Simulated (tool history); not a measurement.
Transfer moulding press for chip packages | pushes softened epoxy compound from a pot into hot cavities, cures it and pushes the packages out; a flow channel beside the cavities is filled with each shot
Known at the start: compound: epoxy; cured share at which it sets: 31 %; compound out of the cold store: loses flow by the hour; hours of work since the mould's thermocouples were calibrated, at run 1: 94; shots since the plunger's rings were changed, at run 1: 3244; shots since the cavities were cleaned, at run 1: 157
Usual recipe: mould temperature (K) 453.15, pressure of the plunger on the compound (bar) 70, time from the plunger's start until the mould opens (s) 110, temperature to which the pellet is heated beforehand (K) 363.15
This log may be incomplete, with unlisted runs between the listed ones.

run	hour	mould temperature (K)	pressure of the plunger on the compound (bar)	time from the plunger's start until the mould opens (s)	temperature to which the pellet is heated beforehand (K)	hours of work since the mould's thermocouples were calibrated	shots since the plunger's rings were changed	shots since the cavities were cleaned	incoming compound's hours out of the cold store	length that the compound runs in the flow channel (mm)	greatest force on the pins that push the packages out (N)
1	0	453.15	70	110	363.15	94	3244	157	39.7	897	314
# hour 31.8: plunger's sealing rings changed
2	42	453.15	70	110	363.15	118	96	530	9.6	1050	450
3	75.1	453.15	70	110	363.15	138	410	844	28.3	961	480
# hour 82.2: cavities cleaned with cleaning compound and waxed
4	103.3	453.15	70	92	363.15	154	663	199	9.8	1050	531
5	160.4	453.15	70	92	363.15	188	1204	740	17.7	1013	722
# hour 177.7: cavities cleaned with cleaning compound and waxed
6	188.3	453.15	70	110	363.15	204	1454	101	13.4	1023	316
7	228.7	453.15	70	110	363.15	229	1837	484	16.7	1000	445
# hour 275: cavities cleaned with cleaning compound and waxed
8	279.2	453.15	70	110	363.15	258	2300	40	36.9	907	269
9	310.3	453.15	70	110	363.15	277	2595	335	14.3	1017	419
# hour 366.6: mould's thermocouples calibrated
# hour 372.1: cavities cleaned with cleaning compound and waxed
10	373.8	453.15	70	110	363.15	3	3164	17	47.6	852	240
# hour 411.2: plunger's sealing rings changed
11	435.2	453.15	70	110	363.15	39	227	574	39.2	920	443
12	463.2	453.15	70	110	363.15	56	493	840	32.9	948	475
# hour 469.2: cavities cleaned with cleaning compound and waxed
13	496.4	453.15	75.7	110	363.15	75	793	258	41.7	944	354
14	537.7	453.15	75.7	110	363.15	100	1184	649	10.2	1082	460
# hour 567.1: cavities cleaned with cleaning compound and waxed
15	581.7	453.15	79.9	111	358.15	125	1587	139	33.3	1009	322
16	637.5	453.15	79.9	111	358.15	159	2115	667	20.8	1056	474
# hour 665.4: cavities cleaned with cleaning compound and waxed
17	691.3	453.15	79.9	111	358.15	191	2611	246	40.5	951	353
18	734.7	453.15	79.9	111	358.15	217	3021	656	40	961	446
# hour 761.9: cavities cleaned with cleaning compound and waxed
19	782.8	453.15	58	110	360.15	245	3463	198	34.7	830	363
# hour 790.1: plunger's sealing rings changed
20	837.4	453.15	58	110	360.15	276	448	691	38.2	844	472
# hour 859.9: cavities cleaned with cleaning compound and waxed
21	883.8	460.15	54.7	110	360.15	303	873	226	41.7	778	293
# hour 895.2: mould's thermocouples calibrated
22	915.5	456.15	63.9	110	363.15	12	1155	508	35	869	377
# hour 960.3: cavities cleaned with cleaning compound and waxed
23	967.3	453.15	74.9	110	356.15	43	1632	67	38.9	944	267
24	1029.4	453.15	74.9	110	356.15	80	2220	655	33.6	959	434
# hour 1057.2: cavities cleaned with cleaning compound and waxed
25	1096.1	453.15	60.2	110	363.15	119	2837	368	46.7	811	384
26	1137.2	453.15	79.5	109	363.15	144	3226	757	14.6	1060	487
# hour 1153.1: cavities cleaned with cleaning compound and waxed
# hour 1172.1: plunger's sealing rings changed
27	1198.3	453.15	79.5	109	363.15	178	248	404	36.7	990	406
28	1225.1	453.15	64.9	110	354.15	195	502	658	11.9	1005	475

Forecast each of these 3 alternatives for the next run:
# hour 1250.4: cavities cleaned with cleaning compound and waxed
A	1268.6	453.15	70	132	363.15	220	900	173	26.8	?	?
# hour 1250.4: cavities cleaned with cleaning compound and waxed
B	1268.6	453.15	74.2	110	354.15	220	900	173	42	?	?
# hour 1250.4: cavities cleaned with cleaning compound and waxed
C	1268.6	457.15	64.9	102	371.15	220	900	173	8.6	?	?

run	length that the compound runs in the flow channel (mm)	greatest force on the pins that push the packages out (N)
A	969	272
B	925	324
C	994	315
The same runs, with their run-to-run variation unchanged, on a tool lacking any hidden condition would have given:
run	length that the compound runs in the flow channel (mm)	greatest force on the pins that push the packages out (N)
A	979	192
B	934	229
C	1004	222
